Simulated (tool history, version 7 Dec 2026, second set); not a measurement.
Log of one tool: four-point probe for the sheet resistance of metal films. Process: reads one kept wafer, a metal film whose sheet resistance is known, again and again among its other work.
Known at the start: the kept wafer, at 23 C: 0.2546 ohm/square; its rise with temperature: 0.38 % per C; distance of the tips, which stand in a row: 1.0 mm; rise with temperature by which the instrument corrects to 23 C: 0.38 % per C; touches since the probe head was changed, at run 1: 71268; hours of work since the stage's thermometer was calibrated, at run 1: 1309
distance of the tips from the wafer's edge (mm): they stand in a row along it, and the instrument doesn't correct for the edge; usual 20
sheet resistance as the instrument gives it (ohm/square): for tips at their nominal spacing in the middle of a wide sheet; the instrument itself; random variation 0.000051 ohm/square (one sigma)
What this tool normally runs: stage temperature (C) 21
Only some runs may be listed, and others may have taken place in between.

run	hour	stage temperature (C)	distance of the tips from the wafer's edge (mm)	touches since the probe head was changed	hours of work since the stage's thermometer was calibrated	sheet resistance as the instrument gives it (ohm/square)
1	0.0	21	20	71268	1309	0.255401
2	52.3	21	20	73055	1333	0.255426
3	102.9	21	20	74787	1356	0.255514
4	142.5	21	20	76142	1374	0.255477
5	180.4	21	20	77438	1391	0.255620
6	218.6	21	31	78743	1408	0.255439
7	298.8	21	31	81484	1444	0.255486
8	354.5	21	31	83389	1469	0.255513
9	430.9	21	31	86002	1504	0.255661
10	496.5	29	20	88247	1534	0.255827
11	553.8	29	20	90204	1559	0.255914
12	636.4	21	59	93030	1597	0.255684
13	705.0	20	20	95375	1628	0.255996
14	759.5	20	20	97238	1652	0.256084
15	836.3	20	20	99865	1687	0.256209
16	909.3	20	20	102363	1720	0.256296
17	944.3	20	20	103559	1736	0.256241
# hour 982.2: new probe head fitted
18	998.4	20	20	553	1760	0.253949
19	1081.5	24	15	3395	1797	0.254387
20	1165.2	19	23	6258	1835	0.254047
21	1203.6	19	23	7572	1853	0.254114
22	1286.4	32	51	10401	1890	0.253977
23	1357.6	28	38	12836	1922	0.254058
24	1403.8	27	3	14418	1943	0.268357

Run 25 has not been measured yet. What should we expect?
25	1441.0	27	3	15688	1960	?

sheet resistance as the instrument gives it (ohm/square): 0.268432
Were there no unlogged condition in the tool, this run, its random variation unchanged, would have produced sheet resistance as the instrument gives it (ohm/square) 0.268968.
